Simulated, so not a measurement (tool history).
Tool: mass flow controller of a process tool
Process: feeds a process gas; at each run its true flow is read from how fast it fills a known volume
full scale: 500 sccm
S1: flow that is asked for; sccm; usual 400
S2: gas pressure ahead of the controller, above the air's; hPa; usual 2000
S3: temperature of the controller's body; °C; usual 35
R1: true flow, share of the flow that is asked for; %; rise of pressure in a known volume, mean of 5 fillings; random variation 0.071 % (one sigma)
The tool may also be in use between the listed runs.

| run | day | S1 | S2 | S3 | R1 |
|---|---|---|---|---|---|
| 1 | 0 | 400 | 2000 | 35 | 99.89 |
| 2 | 4.533 | 400 | 2000 | 21 | 99.35 |
| 3 | 9.642 | 400 | 2000 | 21 | 99.44 |
| 4 | 12.371 | 400 | 2000 | 21 | 99.39 |
| 5 | 16.65 | 487 | 2000 | 21 | 99.87 |
| 6 | 19.538 | 487 | 2000 | 21 | 99.68 |
| 7 | 22.788 | 487 | 2000 | 21 | 99.59 |
| 8 | 27.571 | 487 | 2000 | 21 | 99.55 |
| 9 | 30.604 | 487 | 2000 | 21 | 99.54 |
| 10 | 36.112 | 487 | 2000 | 21 | 99.59 |
| 11 | 39.138 | 487 | 2000 | 21 | 99.46 |
| 12 | 43.158 | 400 | 2000 | 35 | 99.63 |
| 13 | 47.942 | 400 | 2580 | 35 | 100.15 |
| 14 | 52.725 | 74 | 2000 | 27 | 98.35 |
| 15 | 55.746 | 74 | 2000 | 27 | 98.25 |
| 16 | 59.117 | 420 | 1570 | 23 | 98.91 |
| 17 | 64.083 | 400 | 1520 | 35 | 99.09 |
| 18 | 66.638 | 400 | 1520 | 26 | 98.74 |
| 19 | 69.338 | 400 | 2750 | 33 | 99.93 |
| 20 | 71.725 | 224 | 2620 | 35 | 99.46 |
| 21 | 76.317 | 343 | 2000 | 28 | 99.13 |
| 22 | 80.233 | 343 | 2000 | 28 | 98.93 |
| 23 | 84.904 | 343 | 2000 | 28 | 99.02 |

Forecast each of these 5 alternatives for the next run:
| A | 88.642 | 343 | 2000 | 22 | ? |
| B | 88.642 | 343 | 2000 | 32 | ? |
| C | 88.642 | 400 | 1560 | 25 | ? |
| D | 88.642 | 343 | 2600 | 28 | ? |
| E | 88.642 | 51 | 2000 | 23 | ? |

| run | R1 |
|---|---|
| A | 98.82 |
| B | 99.12 |
| C | 98.69 |
| D | 99.46 |
| E | 97.71 |
Without the tool's hidden state the same runs would have given:
| run | R1 |
|---|---|
| A | 99.46 |
| B | 99.76 |
| C | 99.33 |
| D | 100.11 |
| E | 98.32 |

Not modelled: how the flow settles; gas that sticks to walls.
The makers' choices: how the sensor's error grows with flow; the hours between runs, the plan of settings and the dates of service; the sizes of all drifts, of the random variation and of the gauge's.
